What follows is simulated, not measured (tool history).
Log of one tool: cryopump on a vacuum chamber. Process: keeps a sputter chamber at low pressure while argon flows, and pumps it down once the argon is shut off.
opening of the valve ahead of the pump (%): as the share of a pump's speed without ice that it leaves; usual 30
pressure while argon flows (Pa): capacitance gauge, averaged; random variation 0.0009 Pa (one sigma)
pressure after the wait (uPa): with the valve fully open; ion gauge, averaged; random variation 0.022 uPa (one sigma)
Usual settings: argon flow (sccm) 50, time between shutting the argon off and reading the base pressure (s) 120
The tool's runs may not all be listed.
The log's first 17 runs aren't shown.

run   hour  argon flow (sccm)  time between shutting the argon off and reading the base pressure (s)  opening of the valve ahead of the pump (%)  pressure while argon flows (Pa)  pressure after the wait (uPa)
 18  604.4                 27                                                                    120                                          21                           0.1492                           1.39
 19  640.9                 20                                                                    120                                          21                           0.1114                           1.44
 20  684.3                 50                                                                     29                                          21                           0.2771                           2.94
 21  716.3                 50                                                                     29                                          21                           0.2776                           3.02
 22  739.5                 50                                                                    206                                          21                           0.2757                           1.31
 23  778.9                 50                                                                     72                                          23                           0.2542                           1.94
 24  816.9                 50                                                                    102                                          33                           0.1802                           1.75
 25  848.6                 50                                                                     39                                          30                           0.1988                           2.64
 26  875.8                 50                                                                     39                                          30                           0.1983                           2.68
 27  916.7                 40                                                                     21                                          16                           0.2911                           4.04
     941.0  -- pump warmed up, emptied and cooled again
 28  955.0                 98                                                                     63                                          22                           0.5044                           2.02

The next listed run, before its measurement:
 29  980.7                 98                                                                     63                                          22                                ?                              ?

{"run 29": {"pressure while argon flows (Pa)": 0.5043, "pressure after the wait (uPa)": 2.05}}
Without the tool's hidden state the same run would have given pressure while argon flows (Pa) 0.5022, pressure after the wait (uPa) 1.08.
